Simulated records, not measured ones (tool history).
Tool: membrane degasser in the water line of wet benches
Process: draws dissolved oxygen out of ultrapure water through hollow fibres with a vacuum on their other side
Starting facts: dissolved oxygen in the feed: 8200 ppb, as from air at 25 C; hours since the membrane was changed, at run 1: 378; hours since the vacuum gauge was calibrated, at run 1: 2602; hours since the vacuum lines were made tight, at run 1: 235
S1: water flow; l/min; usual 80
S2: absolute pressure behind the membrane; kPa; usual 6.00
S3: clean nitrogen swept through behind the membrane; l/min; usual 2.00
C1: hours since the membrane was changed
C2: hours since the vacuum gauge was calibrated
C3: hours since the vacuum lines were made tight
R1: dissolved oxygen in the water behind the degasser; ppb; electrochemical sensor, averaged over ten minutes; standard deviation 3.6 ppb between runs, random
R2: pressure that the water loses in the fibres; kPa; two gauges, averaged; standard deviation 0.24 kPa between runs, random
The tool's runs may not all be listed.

{"run": 1, "hour": 0.0, "S1": 80, "S2": 6.0, "S3": 2.0, "C1": 378, "C2": 2602, "C3": 235, "R1": 369.3, "R2": 61.5}
{"run": 2, "hour": 85.8, "S1": 80, "S2": 6.0, "S3": 2.0, "C1": 464, "C2": 2688, "C3": 321, "R1": 367.8, "R2": 61.65}
{"run": 3, "hour": 168.8, "S1": 80, "S2": 6.0, "S3": 2.0, "C1": 547, "C2": 2771, "C3": 404, "R1": 367.6, "R2": 61.79}
{"run": 4, "hour": 264.6, "S1": 116, "S2": 6.0, "S3": 2.0, "C1": 643, "C2": 2867, "C3": 500, "R1": 669.2, "R2": 89.44}
{"run": 5, "hour": 360.7, "S1": 116, "S2": 5.69, "S3": 2.0, "C1": 739, "C2": 2963, "C3": 596, "R1": 644.0, "R2": 89.69}
{"run": 6, "hour": 444.7, "S1": 116, "S2": 5.69, "S3": 2.0, "C1": 823, "C2": 3047, "C3": 680, "R1": 639.2, "R2": 89.66}
{"hour": 496.2, "done": "vacuum gauge calibrated"}
{"run": 7, "hour": 500.2, "S1": 116, "S2": 5.69, "S3": 2.0, "C1": 878, "C2": 4, "C3": 735, "R1": 656.3, "R2": 89.94}
{"run": 8, "hour": 601.1, "S1": 116, "S2": 5.69, "S3": 2.0, "C1": 979, "C2": 105, "C3": 836, "R1": 665.1, "R2": 89.48}
{"run": 9, "hour": 660.8, "S1": 116, "S2": 5.69, "S3": 2.0, "C1": 1038, "C2": 165, "C3": 895, "R1": 662.7, "R2": 89.74}
{"run": 10, "hour": 707.9, "S1": 116, "S2": 5.69, "S3": 2.0, "C1": 1085, "C2": 212, "C3": 942, "R1": 669.3, "R2": 89.6}
{"run": 11, "hour": 810.3, "S1": 80, "S2": 6.0, "S3": 2.0, "C1": 1188, "C2": 314, "C3": 1045, "R1": 384.4, "R2": 61.67}
{"hour": 842.3, "done": "vacuum gauge calibrated, once more"}
{"run": 12, "hour": 862.2, "S1": 80, "S2": 6.0, "S3": 2.0, "C1": 1239, "C2": 20, "C3": 1096, "R1": 361.9, "R2": 62.1}
{"run": 13, "hour": 927.5, "S1": 80, "S2": 6.0, "S3": 2.0, "C1": 1304, "C2": 85, "C3": 1161, "R1": 360.0, "R2": 62.27}
{"run": 14, "hour": 977.0, "S1": 80, "S2": 6.0, "S3": 2.0, "C1": 1354, "C2": 135, "C3": 1211, "R1": 361.7, "R2": 61.92}
{"run": 15, "hour": 1030.5, "S1": 80, "S2": 11.46, "S3": 2.0, "C1": 1407, "C2": 188, "C3": 1264, "R1": 757.7, "R2": 62.41}
{"run": 16, "hour": 1125.4, "S1": 99, "S2": 6.0, "S3": 2.0, "C1": 1502, "C2": 283, "C3": 1359, "R1": 518.4, "R2": 76.89}
{"run": 17, "hour": 1209.1, "S1": 50, "S2": 5.44, "S3": 2.0, "C1": 1586, "C2": 367, "C3": 1443, "R1": 147.7, "R2": 38.85}
{"run": 18, "hour": 1300.1, "S1": 53, "S2": 13.03, "S3": 1.33, "C1": 1677, "C2": 458, "C3": 1534, "R1": 769.0, "R2": 41.54}
{"run": 19, "hour": 1349.3, "S1": 89, "S2": 4.24, "S3": 2.0, "C1": 1726, "C2": 507, "C3": 1583, "R1": 290.5, "R2": 69.73}
{"run": 20, "hour": 1424.5, "S1": 89, "S2": 10.64, "S3": 1.98, "C1": 1801, "C2": 582, "C3": 1658, "R1": 805.3, "R2": 69.58}
{"run": 21, "hour": 1528.6, "S1": 89, "S2": 10.64, "S3": 1.98, "C1": 1906, "C2": 686, "C3": 1763, "R1": 785.9, "R2": 69.82}
{"run": 22, "hour": 1581.3, "S1": 55, "S2": 10.23, "S3": 2.06, "C1": 1958, "C2": 739, "C3": 1815, "R1": 428.6, "R2": 43.01}
{"run": 23, "hour": 1651.5, "S1": 54, "S2": 10.23, "S3": 2.06, "C1": 2028, "C2": 809, "C3": 1885, "R1": 416.8, "R2": 42.3}
{"run": 24, "hour": 1695.7, "S1": 101, "S2": 10.23, "S3": 1.46, "C1": 2073, "C2": 853, "C3": 1930, "R1": 1032.2, "R2": 79.05}
{"run": 25, "hour": 1762.0, "S1": 57, "S2": 3.68, "S3": 1.07, "C1": 2139, "C2": 920, "C3": 1996, "R1": 94.9, "R2": 44.72}
{"run": 26, "hour": 1863.7, "S1": 100, "S2": 13.55, "S3": 5.78, "C1": 2241, "C2": 1021, "C3": 2098, "R1": 645.0, "R2": 78.7}
{"run": 27, "hour": 1923.3, "S1": 100, "S2": 13.55, "S3": 5.73, "C1": 2300, "C2": 1081, "C3": 2157, "R1": 656.1, "R2": 78.26}
{"run": 28, "hour": 2021.2, "S1": 80, "S2": 6.0, "S3": 2.72, "C1": 2398, "C2": 1179, "C3": 2255, "R1": 325.5, "R2": 63.22}
{"run": 29, "hour": 2108.5, "S1": 95, "S2": 6.0, "S3": 2.0, "C1": 2485, "C2": 1266, "C3": 2342, "R1": 491.7, "R2": 75.06}
{"run": 30, "hour": 2170.5, "S1": 95, "S2": 4.88, "S3": 2.0, "C1": 2547, "C2": 1328, "C3": 2404, "R1": 404.4, "R2": 74.77}
{"run": 31, "hour": 2251.0, "S1": 95, "S2": 4.88, "S3": 2.0, "C1": 2628, "C2": 1409, "C3": 2485, "R1": 404.7, "R2": 74.5}
{"run": 32, "hour": 2314.9, "S1": 95, "S2": 4.88, "S3": 2.0, "C1": 2692, "C2": 1473, "C3": 2549, "R1": 405.2, "R2": 75.06}

Table of differences, measured result less the result of that run with no hidden state. Run-to-run variation is the same in both. Gauge scatter possibly is not:
The tool's hidden condition here consists of: membrane still open, %; true pressure behind the membrane over the reading, kPa; air that leaks in behind the membrane, l/min; drift of the gauge itself on oxygen_ppb, %; drift of the gauge itself on loss_of_pressure_kpa, %.
run=1 R1=+11.6 R2=+0.26
run=2 R1=+12.4 R2=+0.32
run=3 R1=+13.1 R2=+0.37
run=4 R1=+20.3 R2=+0.64
run=5 R1=+22.1 R2=+0.73
run=6 R1=+23.2 R2=+0.82
run=7 R1=+33.3 R2=+0.88
run=8 R1=+35.3 R2=+0.97
run=9 R1=+36.2 R2=+1.05
run=10 R1=+37.2 R2=+1.09
run=11 R1=+26.1 R2=+0.82
run=12 R1=+5.8 R2=+0.86
run=13 R1=+6.4 R2=+0.91
run=14 R1=+6.8 R2=+0.93
run=15 R1=+6.8 R2=+0.97
run=16 R1=+13.2 R2=+1.28
run=17 R1=+2.0 R2=+0.68
run=18 R1=+2.5 R2=+0.77
run=19 R1=+13.3 R2=+1.33
run=20 R1=+12.8 R2=+1.38
run=21 R1=+13.5 R2=+1.46
run=22 R1=+4.5 R2=+0.93
run=23 R1=+4.6 R2=+0.95
run=24 R1=+18.6 R2=+1.82
run=25 R1=+6.2 R2=+1.05
run=26 R1=+22.0 R2=+1.96
run=27 R1=+23.0 R2=+2.01
run=28 R1=+16.6 R2=+1.68
run=29 R1=+24.1 R2=+2.07
run=30 R1=+25.8 R2=+2.12
run=31 R1=+26.7 R2=+2.18
run=32 R1=+27.5 R2=+2.24
